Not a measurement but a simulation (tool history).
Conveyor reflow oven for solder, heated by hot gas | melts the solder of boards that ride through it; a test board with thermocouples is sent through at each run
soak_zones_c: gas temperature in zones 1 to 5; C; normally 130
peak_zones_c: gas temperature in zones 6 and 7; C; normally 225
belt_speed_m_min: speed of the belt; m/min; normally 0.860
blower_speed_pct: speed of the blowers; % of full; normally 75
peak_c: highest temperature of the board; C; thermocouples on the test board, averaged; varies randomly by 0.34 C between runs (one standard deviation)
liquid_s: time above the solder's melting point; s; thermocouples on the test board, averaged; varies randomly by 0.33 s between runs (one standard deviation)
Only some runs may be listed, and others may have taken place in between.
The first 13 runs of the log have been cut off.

run	hour	soak_zones_c	peak_zones_c	belt_speed_m_min	blower_speed_pct	peak_c	liquid_s
# hour 411.0: belt drive overhauled, speed set with a stopwatch
14	434.6	130	225	0.860	75	203.8	29.8
15	476.1	130	225	0.860	75	203.4	29.5
16	503.7	130	225	0.870	75	203.2	28.7
17	524.2	132	225	0.870	50	198.0	22.9
18	546.9	132	225	0.870	50	198.1	23.3
19	581.7	130	225	0.763	78	207.9	38.3
20	620.8	137	221	0.860	59	198.6	25.5
21	650.0	135	225	0.860	75	204.1	31.4
22	677.1	119	226	0.860	75	201.4	25.2
23	697.5	119	226	0.860	75	200.9	25.3
24	728.8	119	226	0.860	75	201.2	24.8
25	766.0	122	235	0.862	53	203.9	27.1
26	810.9	122	235	0.862	53	203.1	26.8
27	854.1	120	214	0.715	87	199.2	29.9
# hour 894.2: flux residue cleaned out of gas plates and filters
28	901.6	141	233	0.860	75	213.4	40.0
29	928.5	116	225	0.974	85	197.6	18.6
30	954.9	142	225	0.974	67	201.3	26.0
31	976.6	136	227	0.974	51	196.9	20.5

Run 32 has not been measured yet. What should we expect?
32	1011.9	132	216	0.738	62	?	?

{"run 32": {"peak_c": 199.5, "liquid_s": 32.1}}
With no hidden state in the tool, this same run would have given peak_c 200.5 C, liquid_s 33.4 s.
